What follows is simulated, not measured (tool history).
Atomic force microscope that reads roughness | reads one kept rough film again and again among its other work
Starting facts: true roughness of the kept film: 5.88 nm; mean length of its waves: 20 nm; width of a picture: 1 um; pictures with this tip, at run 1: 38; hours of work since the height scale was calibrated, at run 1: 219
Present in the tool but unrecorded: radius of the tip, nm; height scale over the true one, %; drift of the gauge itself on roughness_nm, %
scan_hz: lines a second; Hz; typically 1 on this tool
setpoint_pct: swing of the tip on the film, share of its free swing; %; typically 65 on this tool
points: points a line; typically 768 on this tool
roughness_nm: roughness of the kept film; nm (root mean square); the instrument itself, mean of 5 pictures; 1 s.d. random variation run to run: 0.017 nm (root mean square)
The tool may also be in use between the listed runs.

run   hour  scan_hz  setpoint_pct  points  pictures with this tip  hours of work since the height scale was calibrated  roughness_nm
  1      0        1            65     768                      38                                                  219         3.566
  2   26.8        1            66     768                      83                                                  238         3.107
  3   52.5        1            66     768                     126                                                  255         2.726
  4   77.1        1            65     768                     167                                                  272         2.454
      79.9  -- new tip fitted
  5  101.4        1            65     768                      36                                                  289         3.521
  6  118.9        1            65     768                      66                                                  301         3.187
  7  134.9        1            65     768                      92                                                  312         2.933
  8  162.2        1            65     768                     138                                                  331         2.577
     183.7  -- new tip fitted
  9  191.7     0.53            65     768                      13                                                  351         3.802
 10  209.7        1            65     768                      43                                                  364         3.418
 11    228        1            65     281                      74                                                  377         3.029
 12    241        1            65     281                      95                                                  386         2.822
 13  263.2        1            65     281                     132                                                  401         2.513
     286.9  -- new tip fitted
 14  291.2        1            65     281                       7                                                  420         3.833
 15  307.4        1            65     281                      34                                                  431         3.472
 16  333.6        1            65     768                      78                                                  450         3.079
 17  348.2        1            65     768                     102                                                  460         2.868
 18  370.5     0.83            86     691                     139                                                  475         2.495
       390  -- new tip fitted
 19  398.3     1.31            61     395                      14                                                  494         3.715
 20  420.3     1.31            61     395                      51                                                  509         3.255
 21  441.2     1.36            65     768                      85                                                  524         2.948
 22  459.4     2.07            65     780                     116                                                  537         2.663
 23  489.6        1            66     768                     166                                                  557         2.377
     494.3  -- new tip fitted
 24  513.9     0.62            66     271                      33                                                  574         3.364
 25  526.6     2.25            60     768                      54                                                  583         3.212
 26  550.5     2.25            60     768                      94                                                  599         2.815
 27  571.5     2.71            87     697                     129                                                  614         2.295
 28  587.4     2.71            60     635                     155                                                  625         2.387
     596.6  -- new tip fitted
 29    605     0.67            58     290                      14                                                  637         3.673
 30  629.2     2.97            71     527                      54                                                  654         3.049
 31  650.1     0.74            72     394                      89                                                  668         2.858
 32  677.3     0.74            72     394                     134                                                  687         2.546
 33    696     0.56            79     402                     165                                                  700         2.355

Describe how what the log doesn't record of the tool's condition differs between the last listed run preceding each entry between runs and the first listed run following it.
Runs 4 to 5: new tip fitted (hour 79.9)
  radius of the tip, nm: 23.3 -> 10.8; height scale over the true one, %: -0.51 -> -0.53
  measured less the result without the state, roughness_nm: -1.667 -> -0.576 nm (root mean square)
Runs 8 to 9: new tip fitted (hour 183.7)
  radius of the tip, nm: 21 -> 8.8; height scale over the true one, %: -0.59 -> -0.62
  measured less the result without the state, roughness_nm: -1.512 -> -0.31 nm (root mean square)
Runs 13 to 14: new tip fitted (hour 286.9)
  radius of the tip, nm: 20.8 -> 7.7; height scale over the true one, %: -0.69 -> -0.72
  measured less the result without the state, roughness_nm: -1.463 -> -0.145 nm (root mean square)
Runs 18 to 19: new tip fitted (hour 390)
  radius of the tip, nm: 20.9 -> 8.8; height scale over the true one, %: -0.8 -> -0.82
  measured less the result without the state, roughness_nm: -1.46 -> -0.303 nm (root mean square)
Runs 23 to 24: new tip fitted (hour 494.3)
  radius of the tip, nm: 24 -> 11.1; height scale over the true one, %: -0.91 -> -0.93
  measured less the result without the state, roughness_nm: -1.708 -> -0.612 nm (root mean square)
Runs 28 to 29: new tip fitted (hour 596.6)
  radius of the tip, nm: 22.8 -> 9.1; height scale over the true one, %: -1.01 -> -1.03
  measured less the result without the state, roughness_nm: -1.602 -> -0.362 nm (root mean square)
